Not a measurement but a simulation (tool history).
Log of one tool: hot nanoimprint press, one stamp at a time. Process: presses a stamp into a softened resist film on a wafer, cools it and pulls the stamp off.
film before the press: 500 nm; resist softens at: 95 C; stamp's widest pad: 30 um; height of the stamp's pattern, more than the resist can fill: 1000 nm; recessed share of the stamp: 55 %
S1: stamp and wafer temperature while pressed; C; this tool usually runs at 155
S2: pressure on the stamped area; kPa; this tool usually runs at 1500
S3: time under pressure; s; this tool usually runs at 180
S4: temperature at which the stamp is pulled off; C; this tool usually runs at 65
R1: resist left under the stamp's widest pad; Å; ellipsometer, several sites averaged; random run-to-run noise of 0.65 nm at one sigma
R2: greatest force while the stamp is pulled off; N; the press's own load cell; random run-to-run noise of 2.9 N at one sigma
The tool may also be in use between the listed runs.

run	hour	S1	S2	S3	S4	R1	R2
1	0	155	1500	180	65	2476	138
2	33.1	155	1500	180	65	2465	136
3	63.8	155	1500	180	65	2468	139
4	89.8	155	1500	180	65	2458	136
5	119.6	155	1500	180	65	2471	143
6	133.9	155	1500	180	65	2455	138
# hour 143.3: stamp cleaned and given a new release coat
7	166.3	155	1500	180	65	2467	136
8	183.3	155	1840	180	65	2249	139
9	215.5	155	1840	180	65	2261	135
10	246	155	1500	180	65	2466	136
11	266.4	155	1500	180	56	2442	151
12	286.3	155	1500	278	65	2074	137
13	318.5	155	1500	278	65	2082	135
# hour 336.6: plate thermocouple calibrated
14	350	155	1500	278	65	2070	140
15	371.1	155	1500	180	72	2447	129
16	387.5	155	1500	180	72	2443	120
17	411.3	147	1500	249	52	3083	158
# hour 422.7: gauge calibrated
18	426.5	147	1500	249	52	3132	161
# hour 439.8: press's hydraulic seals changed and the load cell set to zero
19	464.7	157	1760	249	52	1859	159
20	489.9	152	1060	249	52	2871	159
21	505.2	166	1060	93	52	2357	158
22	535.6	166	1060	93	52	2339	162
# hour 570: stamp cleaned and given a new release coat
23	574.2	166	1060	93	52	2339	163
24	598.6	155	1470	186	62	2455	138
25	613.4	155	1470	186	62	2453	145
26	642.8	155	1500	180	59	2459	147
27	658.7	155	1500	351	60	1897	147
28	679.4	157	1500	180	72	2247	120
29	708.1	157	1500	302	71	1833	123

3 options for the next run, each taken on its own from the tool as it stands now. Forecast them:
A	726.4	157	930	243	71	?	?
B	726.4	165	1400	94	71	?	?
C	726.4	146	1500	319	65	?	?

run	R1	R2
A	2456	121
B	2138	129
C	2968	133
What these runs would have given with no unlogged condition in the tool:
run	R1	R2
A	2486	121
B	2164	128
C	3004	133

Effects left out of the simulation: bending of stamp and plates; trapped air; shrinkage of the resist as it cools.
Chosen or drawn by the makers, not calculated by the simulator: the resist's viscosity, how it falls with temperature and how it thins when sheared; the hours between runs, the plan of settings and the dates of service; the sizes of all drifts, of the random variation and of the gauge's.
